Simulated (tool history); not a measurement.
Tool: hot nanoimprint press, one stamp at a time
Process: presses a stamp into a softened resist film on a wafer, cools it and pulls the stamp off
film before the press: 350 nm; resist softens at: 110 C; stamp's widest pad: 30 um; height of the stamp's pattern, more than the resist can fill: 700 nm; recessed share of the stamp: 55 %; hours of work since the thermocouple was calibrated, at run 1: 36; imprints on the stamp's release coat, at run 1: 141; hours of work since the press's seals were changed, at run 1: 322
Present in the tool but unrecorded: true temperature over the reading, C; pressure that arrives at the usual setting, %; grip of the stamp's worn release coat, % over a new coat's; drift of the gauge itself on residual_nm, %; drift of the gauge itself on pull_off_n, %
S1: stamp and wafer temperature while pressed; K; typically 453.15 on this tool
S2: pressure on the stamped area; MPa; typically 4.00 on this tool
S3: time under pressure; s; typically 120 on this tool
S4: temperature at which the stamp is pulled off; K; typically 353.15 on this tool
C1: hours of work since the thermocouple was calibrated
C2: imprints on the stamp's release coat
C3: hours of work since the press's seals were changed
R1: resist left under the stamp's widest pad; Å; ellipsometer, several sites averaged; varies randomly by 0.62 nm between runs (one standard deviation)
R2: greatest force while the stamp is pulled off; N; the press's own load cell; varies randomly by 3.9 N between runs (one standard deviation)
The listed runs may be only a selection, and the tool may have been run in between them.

Run 1, hour 0.0: usual settings; C1 36; C2 141; C3 322. Result: R1 1801 Å, R2 184 N.
Run 2, hour 14.2: usual settings; C1 46; C2 184; C3 332. Result: R1 1793 Å, R2 185 N.
Run 3, hour 28.0: usual settings; C1 56; C2 225; C3 343. Result: R1 1783 Å, R2 197 N.
Run 4, hour 34.3: usual settings but S3 164 s; C1 61; C2 244; C3 347. Result: R1 1633 Å, R2 195 N.
Run 5, hour 40.8: usual settings but S3 164 s; C1 66; C2 263; C3 352. Result: R1 1622 Å, R2 190 N.
Run 6, hour 52.7: usual settings but S3 183 s; C1 75; C2 298; C3 361. Result: R1 1571 Å, R2 188 N.
Run 7, hour 63.9: usual settings but S3 183 s; C1 83; C2 332; C3 370. Result: R1 1564 Å, R2 189 N.
Run 8, hour 71.9: usual settings but S3 183 s; C1 89; C2 356; C3 376. Result: R1 1556 Å, R2 187 N.
Run 9, hour 78.9: usual settings; C1 95; C2 377; C3 381. Result: R1 1787 Å, R2 192 N.
Run 10, hour 90.6: usual settings; C1 103; C2 412; C3 390. Result: R1 1779 Å, R2 191 N.
Run 11, hour 97.1: usual settings; C1 108; C2 431; C3 395. Result: R1 1770 Å, R2 185 N.
Run 12, hour 103.1: usual settings; C1 113; C2 449; C3 399. Result: R1 1771 Å, R2 194 N.
Run 13, hour 110.7: usual settings; C1 119; C2 472; C3 405. Result: R1 1774 Å, R2 190 N.
Run 14, hour 119.7: usual settings; C1 125; C2 499; C3 412. Result: R1 1769 Å, R2 192 N.
Run 15, hour 126.1: usual settings but S3 97 s; C1 130; C2 518; C3 416. Result: R1 1877 Å, R2 191 N.
Run 16, hour 137.1: usual settings but S3 97 s; C1 138; C2 551; C3 425. Result: R1 1895 Å, R2 193 N.
At hour 150.0: stamp cleaned and given a new release coat.
Run 17, hour 153.2: usual settings but S2 3.25 MPa, S3 86 s, S4 347.15 K; C1 146; C2 9; C3 432. Result: R1 2158 Å, R2 206 N.
Run 18, hour 159.8: usual settings but S1 463.15 K; C1 151; C2 29; C3 437. Result: R1 1283 Å, R2 191 N.
Run 19, hour 167.0: usual settings but S1 456.15 K, S2 2.46 MPa, S3 104 s, S4 348.15 K; C1 156; C2 50; C3 442. Result: R1 2170 Å, R2 203 N.
Run 20, hour 174.7: usual settings but S1 456.15 K, S2 2.46 MPa, S3 104 s, S4 348.15 K; C1 162; C2 73; C3 448. Result: R1 2160 Å, R2 208 N.
Run 21, hour 185.4: usual settings but S1 463.15 K, S2 4.11 MPa; C1 170; C2 105; C3 456. Result: R1 1278 Å, R2 187 N.
Run 22, hour 198.0: usual settings but S1 463.15 K, S2 4.14 MPa; C1 180; C2 143; C3 466. Result: R1 1254 Å, R2 184 N.
Run 23, hour 206.4: usual settings but S3 63 s, S4 348.15 K; C1 186; C2 168; C3 472. Result: R1 2118 Å, R2 213 N.
Run 24, hour 220.4: usual settings but S3 63 s, S4 348.15 K; C1 196; C2 210; C3 483. Result: R1 2121 Å, R2 202 N.
Run 25, hour 226.7: usual settings but S3 63 s, S4 348.15 K; C1 201; C2 229; C3 487. Result: R1 2107 Å, R2 201 N.
Run 26, hour 236.2: usual settings but S3 149 s, S4 350.15 K; C1 208; C2 257; C3 494. Result: R1 1646 Å, R2 195 N.
Run 27, hour 244.8: usual settings but S3 76 s, S4 340.15 K; C1 215; C2 283; C3 501. Result: R1 2018 Å, R2 226 N.
At hour 248.1: gauge calibrated.
Run 28, hour 253.6: usual settings but S1 454.15 K, S4 345.15 K; C1 221; C2 309; C3 507. Result: R1 1743 Å, R2 211 N.
Run 29, hour 264.5: usual settings but S1 454.15 K, S4 345.15 K; C1 229; C2 342; C3 516. Result: R1 1730 Å, R2 213 N.
Run 30, hour 278.7: usual settings but S1 449.15 K, S2 2.99 MPa; C1 240; C2 384; C3 526. Result: R1 2334 Å, R2 191 N.
Run 31, hour 286.0: usual settings but S1 454.15 K, S2 2.99 MPa, S3 213 s; C1 245; C2 406; C3 532. Result: R1 1693 Å, R2 189 N.

Alternative continuations, all from the tool just after run 31; predict every row:
Run A, hour 296.0: usual settings but S1 454.15 K, S2 5.52 MPa, S3 213 s, S4 357.15 K; C1 253; C2 436; C3 539. Result: R1 ?, R2 ?.
Run B, hour 296.0: usual settings but S1 454.15 K, S2 4.26 MPa, S3 213 s, S4 350.15 K; C1 253; C2 436; C3 539. Result: R1 ?, R2 ?.
Run C, hour 296.0: usual settings but S2 3.43 MPa; C1 253; C2 436; C3 539. Result: R1 ?, R2 ?.

run    R1   R2
  A  1187  173
  B  1395  193
  C  1932  195
Without the tool's hidden state the same runs would have given:
run    R1   R2
  A  1192  172
  B  1401  192
  C  1940  193
